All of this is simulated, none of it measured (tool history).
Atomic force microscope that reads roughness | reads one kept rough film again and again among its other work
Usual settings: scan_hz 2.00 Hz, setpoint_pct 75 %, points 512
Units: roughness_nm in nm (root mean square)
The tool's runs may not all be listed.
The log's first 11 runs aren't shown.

run,hour,scan_hz,setpoint_pct,points,pictures with this tip,hours of work since the height scale was calibrated,roughness_nm
12,678.2,2.00,75,512,90,748,4.454
# hour 715.7: new tip fitted
13,719.4,2.00,75,512,3,769,4.463
14,783.1,2.00,75,512,56,802,4.494
15,825.4,2.00,75,512,91,823,4.461
# hour 856.5: new tip fitted
16,863.8,2.00,75,512,6,843,4.505
17,928.0,2.00,73,512,59,875,4.542
18,970.9,2.00,84,512,94,897,4.151
# hour 1004.0: new tip fitted
19,1021.1,2.00,84,512,15,923,4.168
20,1105.4,2.00,69,454,85,966,4.636
# hour 1149.1: new tip fitted
21,1155.2,2.00,69,454,5,991,4.642
22,1192.2,3.65,69,454,36,1010,4.286
23,1249.9,3.65,69,454,84,1039,4.273
# hour 1290.5: new tip fitted
24,1329.8,2.54,76,512,33,1080,4.274
25,1400.6,2.00,64,511,91,1116,4.759
# hour 1437.4: new tip fitted
26,1447.6,2.57,76,459,9,1140,4.276
27,1521.5,2.57,76,459,70,1178,4.287
# hour 1582.5: new tip fitted
28,1587.4,2.57,87,459,4,1211,3.822
29,1667.0,2.57,87,459,70,1252,3.765
# hour 1729.5: new tip fitted
30,1754.1,2.00,84,702,20,1296,4.149
31,1799.7,2.00,84,702,58,1319,4.177
32,1838.4,2.00,75,606,90,1339,4.461
# hour 1873.7: new tip fitted
33,1895.6,2.00,75,606,18,1368,4.507

Forecast each of these 4 alternatives for the next run:
A,1975.8,0.62,70,881,84,1409,?
B,1975.8,2.00,60,393,84,1409,?
C,1975.8,0.90,87,606,84,1409,?
D,1975.8,0.53,55,345,84,1409,?

run,roughness_nm
A,4.990
B,4.849
C,4.596
D,5.089
Without the tool's hidden state the same runs would have given:
run,roughness_nm
A,5.005
B,4.864
C,4.610
D,5.105
